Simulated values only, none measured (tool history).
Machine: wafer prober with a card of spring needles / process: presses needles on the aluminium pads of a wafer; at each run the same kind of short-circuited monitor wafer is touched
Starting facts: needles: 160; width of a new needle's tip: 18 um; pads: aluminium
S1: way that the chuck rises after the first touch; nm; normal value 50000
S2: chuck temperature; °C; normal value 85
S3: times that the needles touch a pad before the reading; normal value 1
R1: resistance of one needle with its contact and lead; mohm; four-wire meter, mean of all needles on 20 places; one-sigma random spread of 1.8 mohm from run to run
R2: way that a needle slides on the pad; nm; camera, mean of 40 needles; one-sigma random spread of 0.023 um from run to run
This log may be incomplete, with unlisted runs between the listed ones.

run 1 hour=0 | S1=50000 S2=85 S3=1 | R1=180 R2=7730
-- hour=7.4 tips cleaned on abrasive film
-- hour=17.4 tips cleaned on abrasive film
run 2 hour=24.1 | S1=50000 S2=85 S3=1 | R1=185 R2=7750
-- hour=29.1 tips cleaned on abrasive film
-- hour=39 tips cleaned on abrasive film
-- hour=51.2 tips cleaned on abrasive film
-- hour=61.1 tips cleaned on abrasive film
run 3 hour=69.4 | S1=50000 S2=85 S3=1 | R1=184 R2=7750
-- hour=71.8 tips cleaned on abrasive film
-- hour=84.1 tips cleaned on abrasive film
-- hour=94 tips cleaned on abrasive film
-- hour=101.7 height of the first contact set anew
-- hour=106.6 tips cleaned on abrasive film
run 4 hour=107.2 | S1=50000 S2=85 S3=1 | R1=183 R2=7770
-- hour=117.1 tips cleaned on abrasive film
-- hour=129.4 tips cleaned on abrasive film
-- hour=141.8 tips cleaned on abrasive film
-- hour=154.1 tips cleaned on abrasive film
run 5 hour=155.3 | S1=50000 S2=85 S3=1 | R1=184 R2=7790
-- hour=165.1 tips cleaned on abrasive film
-- hour=175 tips cleaned on abrasive film
run 6 hour=183.6 | S1=49000 S2=85 S3=1 | R1=184 R2=7600
-- hour=186.2 tips cleaned on abrasive film
-- hour=198.3 tips cleaned on abrasive film
-- hour=208.2 tips cleaned on abrasive film
-- hour=218.1 tips cleaned on abrasive film
-- hour=228 tips cleaned on abrasive film
run 7 hour=237.3 | S1=49000 S2=85 S3=1 | R1=185 R2=7630
-- hour=239.8 tips cleaned on abrasive film
-- hour=252 tips cleaned on abrasive film
-- hour=261.9 tips cleaned on abrasive film
-- hour=274.3 tips cleaned on abrasive film
-- hour=284.2 tips cleaned on abrasive film
run 8 hour=284.2 | S1=50000 S2=26 S3=1 | R1=170 R2=7850
-- hour=296.4 tips cleaned on abrasive film
-- hour=306.3 tips cleaned on abrasive film
run 9 hour=314.5 | S1=50000 S2=85 S3=1 | R1=181 R2=7890
-- hour=316.8 tips cleaned on abrasive film
-- hour=328.9 tips cleaned on abrasive film
-- hour=341.1 tips cleaned on abrasive film
run 10 hour=341.6 | S1=50000 S2=85 S3=1 | R1=181 R2=7880
-- hour=351.3 tips cleaned on abrasive film
-- hour=361.4 height of the first contact set anew
-- hour=363.9 tips cleaned on abrasive film
-- hour=373.8 tips cleaned on abrasive film
-- hour=383.7 tips cleaned on abrasive film
run 11 hour=387.8 | S1=50000 S2=85 S3=2 | R1=181 R2=7930
-- hour=395.3 tips cleaned on abrasive film
-- hour=407.4 tips cleaned on abrasive film
run 12 hour=413.9 | S1=50000 S2=85 S3=2 | R1=184 R2=7880
-- hour=418.9 tips cleaned on abrasive film
-- hour=428.8 tips cleaned on abrasive film
-- hour=441.2 tips cleaned on abrasive film
-- hour=446.1 gauge calibrated
-- hour=451.1 tips cleaned on abrasive film
run 13 hour=456.9 | S1=50000 S2=85 S3=2 | R1=185 R2=7740
-- hour=461.9 tips cleaned on abrasive film
-- hour=474.2 tips cleaned on abrasive film
-- hour=484.1 tips cleaned on abrasive film
-- hour=496.3 tips cleaned on abrasive film
-- hour=508.6 tips cleaned on abrasive film
run 14 hour=511.4 | S1=32000 S2=36 S3=2 | R1=185 R2=4960
-- hour=518.8 tips cleaned on abrasive film
-- hour=528.7 tips cleaned on abrasive film
-- hour=541 tips cleaned on abrasive film
run 15 hour=544.1 | S1=32000 S2=36 S3=2 | R1=184 R2=4950
-- hour=551.3 tips cleaned on abrasive film
-- hour=561.2 tips cleaned on abrasive film
run 16 hour=570.5 | S1=32000 S2=36 S3=2 | R1=184 R2=4970
-- hour=573.1 tips cleaned on abrasive film
-- hour=583 tips cleaned on abrasive film
-- hour=592.9 tips cleaned on abrasive film
run 17 hour=600.2 | S1=50000 S2=57 S3=2 | R1=176 R2=7800
-- hour=605.2 tips cleaned on abrasive film
-- hour=617.2 tips cleaned on abrasive film
-- hour=622.4 height of the first contact set anew
-- hour=629.8 tips cleaned on abrasive film
-- hour=642 tips cleaned on abrasive film
run 18 hour=646.1 | S1=50000 S2=57 S3=2 | R1=176 R2=7800
-- hour=653.5 tips cleaned on abrasive film
-- hour=663.4 tips cleaned on abrasive film
run 19 hour=669.5 | S1=48000 S2=85 S3=1 | R1=186 R2=7470
-- hour=674.5 tips cleaned on abrasive film
-- hour=684.4 tips cleaned on abrasive film
-- hour=696.8 tips cleaned on abrasive film
-- hour=706.7 tips cleaned on abrasive film
run 20 hour=716.4 | S1=48000 S2=85 S3=1 | R1=185 R2=7510
-- hour=719 tips cleaned on abrasive film
-- hour=731 tips cleaned on abrasive film
-- hour=743.4 tips cleaned on abrasive film
run 21 hour=749.8 | S1=48000 S2=85 S3=1 | R1=185 R2=7570
-- hour=754.8 tips cleaned on abrasive film
-- hour=764.7 tips cleaned on abrasive film
-- hour=777 tips cleaned on abrasive film
-- hour=789.4 tips cleaned on abrasive film
-- hour=800.1 tips cleaned on abrasive film
run 22 hour=800.1 | S1=48000 S2=85 S3=1 | R1=184 R2=7540
-- hour=810 tips cleaned on abrasive film
-- hour=822.3 tips cleaned on abrasive film
run 23 hour=831.1 | S1=50000 S2=64 S3=2 | R1=177 R2=7920
-- hour=833.7 tips cleaned on abrasive film
-- hour=843.6 tips cleaned on abrasive film
-- hour=854.3 tips cleaned on abrasive film
run 24 hour=854.3 | S1=50000 S2=83 S3=2 | R1=183 R2=7910
-- hour=866.6 tips cleaned on abrasive film
-- hour=879 tips cleaned on abrasive film
-- hour=881.7 height of the first contact set anew
-- hour=889.2 tips cleaned on abrasive film
run 25 hour=891.3 | S1=44000 S2=27 S3=1 | R1=172 R2=6960
-- hour=901.2 tips cleaned on abrasive film
-- hour=913.6 tips cleaned on abrasive film
-- hour=923.5 tips cleaned on abrasive film
-- hour=935.8 tips cleaned on abrasive film
run 26 hour=940.4 | S1=49000 S2=86 S3=2 | R1=183 R2=7750

What if the next run were any one of these 4? Each begins from the tool's condition after run 26:
-- hour=947.9 tips cleaned on abrasive film
-- hour=960.1 tips cleaned on abrasive film
run A hour=964.7 | S1=66000 S2=28 S3=2 | R1=? R2=?
-- hour=947.9 tips cleaned on abrasive film
-- hour=960.1 tips cleaned on abrasive film
run B hour=964.7 | S1=52000 S2=59 S3=3 | R1=? R2=?
-- hour=947.9 tips cleaned on abrasive film
-- hour=960.1 tips cleaned on abrasive film
run C hour=964.7 | S1=43000 S2=92 S3=2 | R1=? R2=?
-- hour=947.9 tips cleaned on abrasive film
-- hour=960.1 tips cleaned on abrasive film
run D hour=964.7 | S1=50000 S2=79 S3=1 | R1=? R2=?

run=A R1=164 R2=10470
run=B R1=178 R2=8300
run=C R1=188 R2=6810
run=D R1=181 R2=7950
With the hidden condition removed and each run's random variation left untouched, the same runs would have given:
run=A R1=164 R2=10190
run=B R1=178 R2=8070
run=C R1=188 R2=6620
run=D R1=180 R2=7740

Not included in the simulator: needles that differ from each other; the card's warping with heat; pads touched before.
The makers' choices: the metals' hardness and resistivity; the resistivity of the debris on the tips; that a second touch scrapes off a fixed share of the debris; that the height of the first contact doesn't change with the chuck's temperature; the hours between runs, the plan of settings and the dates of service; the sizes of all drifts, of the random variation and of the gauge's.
